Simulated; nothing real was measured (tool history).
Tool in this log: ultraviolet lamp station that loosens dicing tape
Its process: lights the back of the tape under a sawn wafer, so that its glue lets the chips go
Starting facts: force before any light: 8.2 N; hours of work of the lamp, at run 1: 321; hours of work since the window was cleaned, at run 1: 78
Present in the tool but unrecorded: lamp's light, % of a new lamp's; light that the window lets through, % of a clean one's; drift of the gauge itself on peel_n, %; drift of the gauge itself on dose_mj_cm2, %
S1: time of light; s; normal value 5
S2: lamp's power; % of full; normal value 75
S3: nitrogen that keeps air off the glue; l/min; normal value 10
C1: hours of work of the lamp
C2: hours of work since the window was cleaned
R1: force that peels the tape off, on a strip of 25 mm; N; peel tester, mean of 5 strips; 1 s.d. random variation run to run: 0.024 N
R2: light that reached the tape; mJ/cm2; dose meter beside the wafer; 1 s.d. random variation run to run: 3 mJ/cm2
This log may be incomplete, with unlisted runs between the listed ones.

| run | day | S1 | S2 | S3 | C1 | C2 | R1 | R2 |
|---|---|---|---|---|---|---|---|---|
| 1 | 0 | 5 | 75 | 10 | 321 | 78 | 1.612 | 362 |
| 2 | 0.588 | 5 | 75 | 10 | 329 | 85 | 1.634 | 356 |
| 3 | 1.496 | 5 | 75 | 10 | 340 | 97 | 1.667 | 350 |
| 4 | 2.221 | 5 | 75 | 10 | 350 | 107 | 1.694 | 345 |
| 5 | 2.817 | 5 | 75 | 10 | 357 | 114 | 1.711 | 344 |
| 6 | 3.896 | 5 | 75 | 10 | 371 | 128 | 1.683 | 340 |
| 7 | 4.988 | 5 | 75 | 10 | 386 | 142 | 1.821 | 332 |
| 8 | 5.954 | 5 | 75 | 10 | 398 | 155 | 1.75 | 332 |
| 9 | 6.475 | 5 | 75 | 10 | 405 | 162 | 1.846 | 327 |
| 10 | 7.55 | 5 | 75 | 10 | 419 | 176 | 1.939 | 328 |
| 11 | 8.071 | 5 | 75 | 10 | 426 | 183 | 1.824 | 321 |
| 12 | 8.962 | 8 | 75 | 7 | 437 | 194 | 1.108 | 504 |
| 13 | 9.592 | 5 | 72 | 7 | 445 | 202 | 2.288 | 301 |
| 14 | 10.3 | 5 | 72 | 7 | 455 | 211 | 2.442 | 297 |
| 15 | 11.338 | 7 | 83 | 3 | 468 | 225 | 1.905 | 473 |
| 16 | 11.958 | 7 | 87 | 5 | 476 | 233 | 1.377 | 488 |
| 17 | 13.129 | 7 | 87 | 5 | 491 | 248 | 1.453 | 478 |
| 18 | 13.742 | 5 | 75 | 8 | 499 | 256 | 2.287 | 293 |
| 19 | 14.442 | 3 | 80 | 4 | 508 | 265 | 4.108 | 182 |
|  | 15.242 | window cleaned of glue's vapour |
| 20 | 15.567 | 3 | 62 | 4 | 523 | 4 | 4.314 | 167 |
| 21 | 16.421 | 3 | 62 | 4 | 534 | 15 | 4.679 | 167 |
| 22 | 17.475 | 3 | 62 | 4 | 547 | 29 | 4.448 | 169 |

Here are 5 independent what-if runs from the current tool condition. What would each one return?
| A | 18.425 | 3 | 61 | 4 | 560 | 41 | ? | ? |
| B | 18.425 | 7 | 73 | 10 | 560 | 41 | ? | ? |
| C | 18.425 | 3 | 94 | 4 | 560 | 41 | ? | ? |
| D | 18.425 | 5 | 91 | 9 | 560 | 41 | ? | ? |
| E | 18.425 | 5 | 73 | 10 | 560 | 41 | ? | ? |

| run | R1 | R2 |
|---|---|---|
| A | 4.632 | 159 |
| B | 1.126 | 440 |
| C | 3.462 | 248 |
| D | 1.473 | 396 |
| E | 1.912 | 322 |
The same runs, with their run-to-run variation unchanged, on a tool lacking any hidden condition would have given:
| run | R1 | R2 |
|---|---|---|
| A | 3.863 | 211 |
| B | 0.671 | 586 |
| C | 2.636 | 330 |
| D | 0.904 | 527 |
| E | 1.241 | 427 |
